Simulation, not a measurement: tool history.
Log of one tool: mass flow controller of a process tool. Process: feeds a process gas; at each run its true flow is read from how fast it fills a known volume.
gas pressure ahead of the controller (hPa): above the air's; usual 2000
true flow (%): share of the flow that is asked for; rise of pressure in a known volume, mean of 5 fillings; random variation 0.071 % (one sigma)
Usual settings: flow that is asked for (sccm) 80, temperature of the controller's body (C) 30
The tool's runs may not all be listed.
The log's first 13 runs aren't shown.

run,day,flow that is asked for (sccm),gas pressure ahead of the controller (hPa),temperature of the controller's body (C),true flow (%)
14,163.133,80,2000,30,100.77
15,173.512,80,2000,30,100.73
16,189.042,80,2000,21,100.21
17,201.750,80,2000,24,100.53
# day 216.996: controller exchanged for a calibrated one
18,217.279,54,1400,40,100.94
19,228.571,87,1400,40,101.50
20,238.696,87,1400,40,101.46
21,254.879,87,1400,40,101.52
22,266.354,59,1800,22,100.36
23,278.242,59,1800,22,100.31
24,292.500,46,2000,20,100.21
25,307.625,46,1880,20,100.25
# day 320.562: gauge calibrated
26,325.017,46,1880,20,98.89
27,340.658,27,1880,20,98.62
28,349.904,27,1880,34,99.64
29,366.638,35,2140,30,99.75
30,379.058,14,2140,30,99.45

Forecast run 31:
31,386.246,14,2140,30,?

{"run 31": {"true flow (%)": 99.4}}
Without the tool's hidden state the same run would have given true flow (%) 99.13.

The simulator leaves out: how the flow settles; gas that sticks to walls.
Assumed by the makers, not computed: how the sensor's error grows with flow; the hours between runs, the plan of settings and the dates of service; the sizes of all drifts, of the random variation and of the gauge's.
